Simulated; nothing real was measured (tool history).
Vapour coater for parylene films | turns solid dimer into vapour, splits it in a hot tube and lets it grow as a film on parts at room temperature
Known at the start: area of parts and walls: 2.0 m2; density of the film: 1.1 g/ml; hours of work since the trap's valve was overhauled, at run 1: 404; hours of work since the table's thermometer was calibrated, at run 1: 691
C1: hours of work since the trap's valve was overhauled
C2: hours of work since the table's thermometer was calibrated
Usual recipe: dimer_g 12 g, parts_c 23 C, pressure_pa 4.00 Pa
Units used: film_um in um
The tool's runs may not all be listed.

{"run": 1, "hour": 0.0, "dimer_g": 12, "parts_c": 23, "pressure_pa": 4.0, "C1": 404, "C2": 691, "film_um": 3.2}
{"run": 2, "hour": 19.2, "dimer_g": 12, "parts_c": 23, "pressure_pa": 7.02, "C1": 421, "C2": 707, "film_um": 3.08}
{"hour": 31.0, "done": "trap's valve overhauled"}
{"run": 3, "hour": 36.9, "dimer_g": 12, "parts_c": 23, "pressure_pa": 5.4, "C1": 5, "C2": 719, "film_um": 3.45}
{"run": 4, "hour": 52.2, "dimer_g": 12, "parts_c": 23, "pressure_pa": 4.0, "C1": 18, "C2": 732, "film_um": 3.47}
{"run": 5, "hour": 79.4, "dimer_g": 12, "parts_c": 23, "pressure_pa": 4.0, "C1": 41, "C2": 755, "film_um": 3.52}
{"run": 6, "hour": 99.5, "dimer_g": 12, "parts_c": 23, "pressure_pa": 4.0, "C1": 59, "C2": 772, "film_um": 3.41}
{"run": 7, "hour": 123.9, "dimer_g": 12, "parts_c": 23, "pressure_pa": 4.0, "C1": 79, "C2": 793, "film_um": 3.43}
{"run": 8, "hour": 147.6, "dimer_g": 12, "parts_c": 23, "pressure_pa": 4.0, "C1": 100, "C2": 813, "film_um": 3.44}
{"run": 9, "hour": 160.4, "dimer_g": 12, "parts_c": 23, "pressure_pa": 4.0, "C1": 111, "C2": 824, "film_um": 3.47}
{"run": 10, "hour": 189.9, "dimer_g": 12, "parts_c": 23, "pressure_pa": 4.36, "C1": 136, "C2": 850, "film_um": 3.48}
{"run": 11, "hour": 206.0, "dimer_g": 12, "parts_c": 28, "pressure_pa": 4.0, "C1": 150, "C2": 863, "film_um": 2.93}
{"run": 12, "hour": 234.6, "dimer_g": 12, "parts_c": 28, "pressure_pa": 4.0, "C1": 174, "C2": 888, "film_um": 2.82}
{"run": 13, "hour": 257.7, "dimer_g": 12, "parts_c": 28, "pressure_pa": 4.0, "C1": 194, "C2": 908, "film_um": 2.82}
{"run": 14, "hour": 272.2, "dimer_g": 12, "parts_c": 23, "pressure_pa": 4.0, "C1": 206, "C2": 920, "film_um": 3.46}
{"run": 15, "hour": 290.9, "dimer_g": 12, "parts_c": 23, "pressure_pa": 4.0, "C1": 222, "C2": 936, "film_um": 3.44}
{"run": 16, "hour": 319.3, "dimer_g": 12, "parts_c": 23, "pressure_pa": 4.0, "C1": 247, "C2": 960, "film_um": 3.35}
{"run": 17, "hour": 341.8, "dimer_g": 12, "parts_c": 18, "pressure_pa": 4.0, "C1": 266, "C2": 979, "film_um": 3.93}
{"run": 18, "hour": 360.5, "dimer_g": 12, "parts_c": 23, "pressure_pa": 4.0, "C1": 282, "C2": 995, "film_um": 3.33}
{"hour": 363.1, "done": "table's thermometer calibrated"}
{"run": 19, "hour": 377.6, "dimer_g": 8, "parts_c": 23, "pressure_pa": 4.0, "C1": 295, "C2": 12, "film_um": 2.25}
{"run": 20, "hour": 392.2, "dimer_g": 8, "parts_c": 23, "pressure_pa": 4.0, "C1": 308, "C2": 25, "film_um": 2.24}
{"run": 21, "hour": 419.9, "dimer_g": 12, "parts_c": 21, "pressure_pa": 4.0, "C1": 332, "C2": 49, "film_um": 3.58}
{"run": 22, "hour": 442.7, "dimer_g": 20, "parts_c": 24, "pressure_pa": 10.89, "C1": 351, "C2": 68, "film_um": 5.08}
{"run": 23, "hour": 457.7, "dimer_g": 12, "parts_c": 20, "pressure_pa": 5.68, "C1": 364, "C2": 81, "film_um": 3.6}
{"run": 24, "hour": 475.0, "dimer_g": 7, "parts_c": 20, "pressure_pa": 5.68, "C1": 379, "C2": 96, "film_um": 2.11}
{"run": 25, "hour": 504.9, "dimer_g": 7, "parts_c": 20, "pressure_pa": 5.68, "C1": 404, "C2": 121, "film_um": 2.01}
{"hour": 511.6, "done": "table's thermometer calibrated, once more"}
{"run": 26, "hour": 522.3, "dimer_g": 5, "parts_c": 23, "pressure_pa": 2.39, "C1": 418, "C2": 9, "film_um": 1.32}
{"hour": 536.7, "done": "trap's valve overhauled"}
{"run": 27, "hour": 553.1, "dimer_g": 5, "parts_c": 23, "pressure_pa": 2.39, "C1": 14, "C2": 32, "film_um": 1.51}
{"run": 28, "hour": 566.1, "dimer_g": 6, "parts_c": 23, "pressure_pa": 7.16, "C1": 25, "C2": 43, "film_um": 1.66}
{"run": 29, "hour": 592.7, "dimer_g": 13, "parts_c": 17, "pressure_pa": 8.1, "C1": 48, "C2": 66, "film_um": 4.39}
{"run": 30, "hour": 608.3, "dimer_g": 12, "parts_c": 21, "pressure_pa": 10.42, "C1": 61, "C2": 79, "film_um": 3.48}
{"run": 31, "hour": 624.1, "dimer_g": 12, "parts_c": 21, "pressure_pa": 10.42, "C1": 75, "C2": 93, "film_um": 3.37}
{"run": 32, "hour": 644.8, "dimer_g": 10, "parts_c": 18, "pressure_pa": 4.06, "C1": 92, "C2": 110, "film_um": 3.38}
{"run": 33, "hour": 672.4, "dimer_g": 12, "parts_c": 29, "pressure_pa": 4.49, "C1": 116, "C2": 134, "film_um": 2.72}
{"run": 34, "hour": 687.5, "dimer_g": 12, "parts_c": 25, "pressure_pa": 6.38, "C1": 129, "C2": 147, "film_um": 3.02}
{"run": 35, "hour": 700.0, "dimer_g": 13, "parts_c": 25, "pressure_pa": 6.38, "C1": 140, "C2": 158, "film_um": 3.29}
{"run": 36, "hour": 719.5, "dimer_g": 11, "parts_c": 22, "pressure_pa": 3.48, "C1": 156, "C2": 174, "film_um": 3.18}
{"run": 37, "hour": 733.8, "dimer_g": 11, "parts_c": 16, "pressure_pa": 5.63, "C1": 169, "C2": 187, "film_um": 3.76}
{"run": 38, "hour": 755.7, "dimer_g": 11, "parts_c": 16, "pressure_pa": 5.63, "C1": 187, "C2": 205, "film_um": 3.83}
{"run": 39, "hour": 768.2, "dimer_g": 9, "parts_c": 16, "pressure_pa": 6.0, "C1": 198, "C2": 216, "film_um": 3.12}

Each run again, without the hidden state but with its own random variation kept:
The tool's hidden condition here consists of: vapour lost through the trap's worn valve, %; true temperature of the parts over the reading, C; drift of the gauge itself on film_um, %.
run=1 film_um=3.46
run=2 film_um=3.34
run=3 film_um=3.38
run=4 film_um=3.40
run=5 film_um=3.46
run=6 film_um=3.36
run=7 film_um=3.40
run=8 film_um=3.43
run=9 film_um=3.46
run=10 film_um=3.49
run=11 film_um=2.95
run=12 film_um=2.85
run=13 film_um=2.87
run=14 film_um=3.53
run=15 film_um=3.52
run=16 film_um=3.44
run=17 film_um=4.05
run=18 film_um=3.45
run=19 film_um=2.31
run=20 film_um=2.31
run=21 film_um=3.71
run=22 film_um=5.29
run=23 film_um=3.76
run=24 film_um=2.21
run=25 film_um=2.12
run=26 film_um=1.48
run=27 film_um=1.52
run=28 film_um=1.68
run=29 film_um=4.46
run=30 film_um=3.54
run=31 film_um=3.44
run=32 film_um=3.46
run=33 film_um=2.80
run=34 film_um=3.12
run=35 film_um=3.40
run=36 film_um=3.30
run=37 film_um=3.91
run=38 film_um=4.00
run=39 film_um=3.26
